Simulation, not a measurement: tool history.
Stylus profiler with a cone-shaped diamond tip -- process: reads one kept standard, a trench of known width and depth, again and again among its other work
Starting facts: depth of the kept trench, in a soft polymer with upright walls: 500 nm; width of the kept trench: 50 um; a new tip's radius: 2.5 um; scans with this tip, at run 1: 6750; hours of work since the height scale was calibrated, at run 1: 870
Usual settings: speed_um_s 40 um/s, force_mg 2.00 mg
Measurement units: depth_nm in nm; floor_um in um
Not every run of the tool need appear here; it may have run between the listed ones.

run     day  speed_um_s  force_mg  scans with this tip  hours of work since the height scale was calibrated  depth_nm  floor_um
  1   0.000          40      2.00                 6750                                                  870    505.99     46.87
  2   1.225          40      2.00                 6853                                                  883    506.03     46.88
  3   3.125          24      2.00                 7011                                                  903    506.13     46.90
  4   4.246          40      2.00                 7105                                                  915    506.06     46.88
  5   5.579          40      2.00                 7216                                                  930    506.13     46.84
  6   6.683          40      2.00                 7309                                                  942    505.96     46.88
  7   8.308          40      2.00                 7445                                                  959    505.84     46.86
  8   9.721          40      2.00                 7563                                                  974    506.04     46.94
  9  10.933          40      2.00                 7664                                                  988    506.03     46.89
 10  12.296          26      2.00                 7778                                                 1002    505.87     46.94
 11  14.296          40      2.00                 7946                                                 1024    506.06     46.84
 12  16.258          40      2.00                 8109                                                 1045    506.16     46.87
 13  18.429          40      2.00                 8291                                                 1068    505.81     46.89
 14  20.317          40      2.00                 8449                                                 1089    506.17     46.90
 15  21.858          40      2.00                 8578                                                 1105    505.94     46.86
 16  24.408          40      2.00                 8791                                                 1133    505.64     46.86
 17  27.029          40      2.00                 9010                                                 1161    506.05     46.88
 18  28.779          40      2.00                 9157                                                 1180    505.95     46.85
 19  31.342          40      2.00                 9371                                                 1207    505.86     46.87
 20  33.042          40      3.00                 9513                                                 1226    507.91     46.92
 21  35.579          16      4.44                 9725                                                 1253    510.31     46.98
 22  38.196          13      2.35                 9944                                                 1281    506.77     46.94
 23  40.421          95      5.74                10130                                                 1305    512.20     46.83
 24  42.021          28      1.74                10264                                                 1322    505.48     46.91
 25  43.154         113      1.68                10359                                                 1335    505.25     46.67
 26  44.267         150      3.87                10452                                                 1347    509.47     46.72
 27  45.971          71      4.20                10594                                                 1365    509.81     46.81
 28  48.300          65      0.70                10789                                                 1390    502.95     46.67
 29  49.612          80      5.35                10899                                                 1404    511.58     46.83
 30  51.479          30      2.92                11055                                                 1424    507.82     46.92
 31  53.367          30      2.92                11213                                                 1445    507.77     46.91
 32  54.858          30      2.92                11338                                                 1461    507.55     46.86
 33  57.408          30      0.96                11551                                                 1488    503.55     46.81
 34  59.525          30      0.96                11728                                                 1511    503.66     46.88
 35  60.688          14      2.00                11825                                                 1524    505.67     46.94
 36  63.246          14      2.00                12039                                                 1551    506.18     46.93

For each run, the measured value with the value that run would have given without the tool's hidden condition subtracted. The run-to-run variation is shared by both, the gauge scatter possibly not:
The tool's hidden condition here consists of: radius of the tip, um; height scale over the true one, %; drift of the gauge itself on depth_nm, %; drift of the gauge itself on floor_um, %.
run  floor_um
  1     -0.01
  2     -0.01
  3     -0.02
  4     -0.01
  5     -0.01
  6     -0.02
  7     -0.01
  8     -0.02
  9     -0.01
 10     -0.02
 11     -0.01
 12     -0.02
 13     -0.02
 14     -0.02
 15     -0.02
 16     -0.02
 17     -0.01
 18     -0.02
 19     -0.02
 20     -0.02
 21     -0.02
 22     -0.02
 23     -0.02
 24     -0.02
 25     -0.02
 26     -0.02
 27     -0.02
 28     -0.02
 29     -0.02
 30     -0.02
 31     -0.03
 32     -0.03
 33     -0.02
 34     -0.03
 35     -0.02
 36     -0.03
depth_nm: within 0.02 nm of the measured result in every run.
